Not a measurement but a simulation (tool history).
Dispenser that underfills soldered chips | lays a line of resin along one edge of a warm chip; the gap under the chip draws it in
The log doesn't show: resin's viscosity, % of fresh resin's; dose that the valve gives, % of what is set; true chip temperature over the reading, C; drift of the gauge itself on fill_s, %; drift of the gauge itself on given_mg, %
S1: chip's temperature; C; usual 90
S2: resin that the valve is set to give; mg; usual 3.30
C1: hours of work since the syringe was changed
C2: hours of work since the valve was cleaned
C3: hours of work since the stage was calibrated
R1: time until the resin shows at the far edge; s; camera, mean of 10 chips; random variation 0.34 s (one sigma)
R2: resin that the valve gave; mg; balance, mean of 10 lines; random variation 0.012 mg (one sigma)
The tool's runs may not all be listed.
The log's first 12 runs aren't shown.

| run | hour | S1 | S2 | C1 | C2 | C3 | R1 | R2 |
|---|---|---|---|---|---|---|---|---|
|  | 84.6 | new syringe of resin |
| 13 | 88.9 | 85 | 3.30 | 3 | 49 | 88 | 21.1 | 3.19 |
|  | 93.2 | new syringe of resin |
| 14 | 95.0 | 90 | 2.86 | 1 | 53 | 92 | 17.5 | 2.76 |
|  | 96.9 | dispensing valve cleaned and set on the balance |
| 15 | 101.3 | 90 | 2.86 | 5 | 3 | 95 | 20.7 | 2.88 |
|  | 102.8 | new syringe of resin |
|  | 111.4 | new syringe of resin |
| 16 | 111.4 | 90 | 3.30 | 0 | 9 | 102 | 15.9 | 3.30 |
| 17 | 118.0 | 100 | 3.16 | 4 | 14 | 106 | 15.7 | 3.12 |
|  | 120.6 | new syringe of resin |
| 18 | 125.6 | 87 | 3.10 | 3 | 19 | 111 | 20.4 | 3.06 |
|  | 129.0 | new syringe of resin |
| 19 | 130.9 | 100 | 4.01 | 1 | 22 | 115 | 12.7 | 3.95 |
|  | 137.7 | new syringe of resin |
| 20 | 140.5 | 98 | 3.71 | 2 | 29 | 121 | 13.6 | 3.65 |
|  | 146.6 | new syringe of resin |
| 21 | 147.1 | 88 | 2.99 | 0 | 33 | 125 | 18.0 | 2.89 |
| 22 | 153.4 | 90 | 3.93 | 5 | 37 | 129 | 20.3 | 3.88 |
|  | 155.1 | new syringe of resin |
| 23 | 160.5 | 90 | 3.93 | 4 | 42 | 134 | 18.8 | 3.82 |
|  | 163.6 | new syringe of resin |
| 24 | 167.8 | 77 | 3.11 | 3 | 46 | 139 | 26.7 | 3.02 |
|  | 172.2 | new syringe of resin |
| 25 | 175.8 | 105 | 3.40 | 2 | 52 | 144 | 12.5 | 3.28 |
|  | 179.2 | dispensing valve cleaned and set on the balance |
|  | 181.9 | new syringe of resin |
| 26 | 181.9 | 105 | 3.40 | 0 | 2 | 147 | 10.9 | 3.42 |
| 27 | 189.4 | 77 | 4.09 | 5 | 7 | 152 | 29.4 | 4.08 |
|  | 190.7 | new syringe of resin |
|  | 199.5 | new syringe of resin |
| 28 | 199.5 | 81 | 3.28 | 0 | 13 | 159 | 20.2 | 3.28 |
|  | 208.3 | new syringe of resin |
| 29 | 208.4 | 81 | 3.28 | 0 | 19 | 165 | 20.1 | 3.25 |
| 30 | 213.0 | 81 | 3.28 | 3 | 22 | 168 | 23.7 | 3.27 |
|  | 216.9 | new syringe of resin |
| 31 | 220.1 | 92 | 3.04 | 2 | 27 | 172 | 17.6 | 3.00 |

Forecast each of these 4 alternatives for the next run:
|  | 225.7 | new syringe of resin |
| A | 226.7 | 84 | 3.30 | 1 | 31 | 177 | ? | ? |
|  | 225.7 | new syringe of resin |
| B | 226.7 | 92 | 3.43 | 1 | 31 | 177 | ? | ? |
|  | 225.7 | new syringe of resin |
| C | 226.7 | 91 | 3.15 | 1 | 31 | 177 | ? | ? |
|  | 225.7 | new syringe of resin |
| D | 226.7 | 77 | 3.07 | 1 | 31 | 177 | ? | ? |

| run | R1 | R2 |
|---|---|---|
| A | 19.7 | 3.24 |
| B | 15.8 | 3.36 |
| C | 16.6 | 3.10 |
| D | 24.3 | 3.01 |
Without the tool's hidden state the same runs would have given:
| run | R1 | R2 |
|---|---|---|
| A | 18.0 | 3.29 |
| B | 14.4 | 3.41 |
| C | 15.1 | 3.15 |
| D | 22.1 | 3.06 |
